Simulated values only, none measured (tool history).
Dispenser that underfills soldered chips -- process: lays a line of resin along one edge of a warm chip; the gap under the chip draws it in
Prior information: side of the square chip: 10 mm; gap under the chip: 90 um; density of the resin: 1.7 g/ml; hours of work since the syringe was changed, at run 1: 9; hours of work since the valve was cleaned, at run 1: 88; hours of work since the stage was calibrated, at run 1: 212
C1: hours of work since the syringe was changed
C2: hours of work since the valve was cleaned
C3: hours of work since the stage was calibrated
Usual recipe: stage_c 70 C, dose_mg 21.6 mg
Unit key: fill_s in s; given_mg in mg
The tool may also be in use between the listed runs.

run 1 hour=0.0 | stage_c=70 dose_mg=21.6 | C1=9 C2=88 C3=212 | fill_s=125.3 given_mg=20.23
-- hour=1.8 new syringe of resin
run 2 hour=7.3 | stage_c=70 dose_mg=21.6 | C1=4 C2=94 C3=218 | fill_s=97.0 given_mg=20.22
-- hour=14.4 new syringe of resin
run 3 hour=23.1 | stage_c=70 dose_mg=21.6 | C1=7 C2=106 C3=230 | fill_s=116.8 given_mg=20.33
-- hour=26.5 new syringe of resin
run 4 hour=35.4 | stage_c=70 dose_mg=21.6 | C1=7 C2=116 C3=240 | fill_s=113.5 given_mg=19.97
-- hour=39.4 new syringe of resin
-- hour=44.1 dispensing valve cleaned and set on the balance
run 5 hour=44.1 | stage_c=61 dose_mg=21.6 | C1=3 C2=0 C3=245 | fill_s=119.0 given_mg=21.65
-- hour=52.5 new syringe of resin
run 6 hour=57.9 | stage_c=70 dose_mg=20.4 | C1=4 C2=11 C3=256 | fill_s=98.0 given_mg=20.15
-- hour=64.7 new syringe of resin
run 7 hour=74.6 | stage_c=70 dose_mg=20.4 | C1=8 C2=24 C3=269 | fill_s=125.9 given_mg=20.08
-- hour=77.3 new syringe of resin
run 8 hour=87.4 | stage_c=70 dose_mg=21.6 | C1=8 C2=34 C3=279 | fill_s=124.1 given_mg=21.27
-- hour=90.0 new syringe of resin
-- hour=103.6 new syringe of resin
run 9 hour=104.6 | stage_c=83 dose_mg=21.6 | C1=1 C2=47 C3=293 | fill_s=51.9 given_mg=20.80
run 10 hour=111.6 | stage_c=83 dose_mg=24.7 | C1=6 C2=53 C3=298 | fill_s=70.8 given_mg=23.88
-- hour=116.3 new syringe of resin
run 11 hour=123.5 | stage_c=83 dose_mg=24.7 | C1=6 C2=62 C3=307 | fill_s=67.3 given_mg=23.79
-- hour=129.3 new syringe of resin
run 12 hour=133.3 | stage_c=83 dose_mg=24.7 | C1=3 C2=70 C3=315 | fill_s=60.8 given_mg=23.90
-- hour=141.9 new syringe of resin
run 13 hour=148.1 | stage_c=83 dose_mg=24.7 | C1=5 C2=81 C3=327 | fill_s=67.6 given_mg=23.62
-- hour=154.6 new syringe of resin
run 14 hour=163.2 | stage_c=83 dose_mg=24.7 | C1=7 C2=93 C3=338 | fill_s=73.2 given_mg=23.38
-- hour=167.1 new syringe of resin
run 15 hour=175.7 | stage_c=70 dose_mg=21.6 | C1=7 C2=103 C3=348 | fill_s=114.2 given_mg=20.39
-- hour=179.4 new syringe of resin
-- hour=191.8 new syringe of resin
run 16 hour=191.8 | stage_c=70 dose_mg=21.6 | C1=0 C2=115 C3=360 | fill_s=76.0 given_mg=20.08
-- hour=202.1 dispensing valve cleaned and set on the balance
-- hour=205.3 new syringe of resin
run 17 hour=206.3 | stage_c=70 dose_mg=19.4 | C1=1 C2=3 C3=371 | fill_s=82.4 given_mg=19.32
-- hour=218.7 new syringe of resin
run 18 hour=222.4 | stage_c=70 dose_mg=19.4 | C1=3 C2=16 C3=384 | fill_s=93.8 given_mg=19.15
-- hour=231.4 new syringe of resin
run 19 hour=234.6 | stage_c=84 dose_mg=19.4 | C1=3 C2=25 C3=393 | fill_s=61.8 given_mg=19.06
-- hour=243.4 new syringe of resin
run 20 hour=243.6 | stage_c=84 dose_mg=19.4 | C1=0 C2=32 C3=400 | fill_s=52.0 given_mg=18.94
run 21 hour=251.6 | stage_c=62 dose_mg=25.5 | C1=6 C2=38 C3=406 | fill_s=138.0 given_mg=24.84
-- hour=256.0 new syringe of resin
run 22 hour=265.7 | stage_c=62 dose_mg=25.5 | C1=8 C2=50 C3=417 | fill_s=158.4 given_mg=24.78
-- hour=268.6 new syringe of resin
run 23 hour=280.3 | stage_c=62 dose_mg=25.5 | C1=9 C2=61 C3=429 | fill_s=168.8 given_mg=24.27
-- hour=282.1 new syringe of resin
run 24 hour=289.2 | stage_c=59 dose_mg=25.6 | C1=6 C2=68 C3=436 | fill_s=152.6 given_mg=24.47
-- hour=295.2 new syringe of resin
run 25 hour=299.1 | stage_c=85 dose_mg=21.6 | C1=3 C2=75 C3=443 | fill_s=59.4 given_mg=20.80
-- hour=308.5 new syringe of resin
run 26 hour=315.5 | stage_c=60 dose_mg=21.9 | C1=6 C2=88 C3=456 | fill_s=153.1 given_mg=20.63
-- hour=320.8 new syringe of resin
run 27 hour=326.3 | stage_c=74 dose_mg=26.3 | C1=4 C2=97 C3=465 | fill_s=87.2 given_mg=24.76
-- hour=333.8 new syringe of resin
run 28 hour=341.9 | stage_c=56 dose_mg=19.4 | C1=6 C2=109 C3=477 | fill_s=187.4 given_mg=18.20
-- hour=346.6 new syringe of resin
run 29 hour=357.9 | stage_c=82 dose_mg=22.6 | C1=9 C2=121 C3=489 | fill_s=91.8 given_mg=20.94
-- hour=359.2 new syringe of resin
-- hour=360.2 dispensing valve cleaned and set on the balance
run 30 hour=370.7 | stage_c=77 dose_mg=25.0 | C1=8 C2=8 C3=498 | fill_s=99.7 given_mg=25.07
-- hour=373.4 new syringe of resin
run 31 hour=379.2 | stage_c=77 dose_mg=25.4 | C1=5 C2=15 C3=505 | fill_s=78.8 given_mg=25.12
-- hour=386.0 new syringe of resin
run 32 hour=393.1 | stage_c=77 dose_mg=25.4 | C1=6 C2=26 C3=516 | fill_s=87.1 given_mg=25.03
-- hour=399.0 new syringe of resin
run 33 hour=406.4 | stage_c=77 dose_mg=25.4 | C1=6 C2=36 C3=526 | fill_s=87.6 given_mg=24.83

Each row is a separate what-if for the run after 33, all from the same tool condition, not one after another. Results?
-- hour=411.6 new syringe of resin
run A hour=416.8 | stage_c=55 dose_mg=23.3 | C1=4 C2=44 C3=534 | fill_s=? given_mg=?
-- hour=411.6 new syringe of resin
run B hour=416.8 | stage_c=59 dose_mg=20.7 | C1=4 C2=44 C3=534 | fill_s=? given_mg=?
-- hour=411.6 new syringe of resin
run C hour=416.8 | stage_c=77 dose_mg=18.9 | C1=4 C2=44 C3=534 | fill_s=? given_mg=?
-- hour=411.6 new syringe of resin
run D hour=416.8 | stage_c=71 dose_mg=20.5 | C1=4 C2=44 C3=534 | fill_s=? given_mg=?

run=A fill_s=167.7 given_mg=22.66
run=B fill_s=152.5 given_mg=20.21
run=C fill_s=85.9 given_mg=18.47
run=D fill_s=100.3 given_mg=19.96
Without the tool's hidden state the same runs would have given:
run=A fill_s=115.5 given_mg=23.24
run=B fill_s=105.0 given_mg=20.73
run=C fill_s=59.6 given_mg=18.94
run=D fill_s=69.4 given_mg=20.48
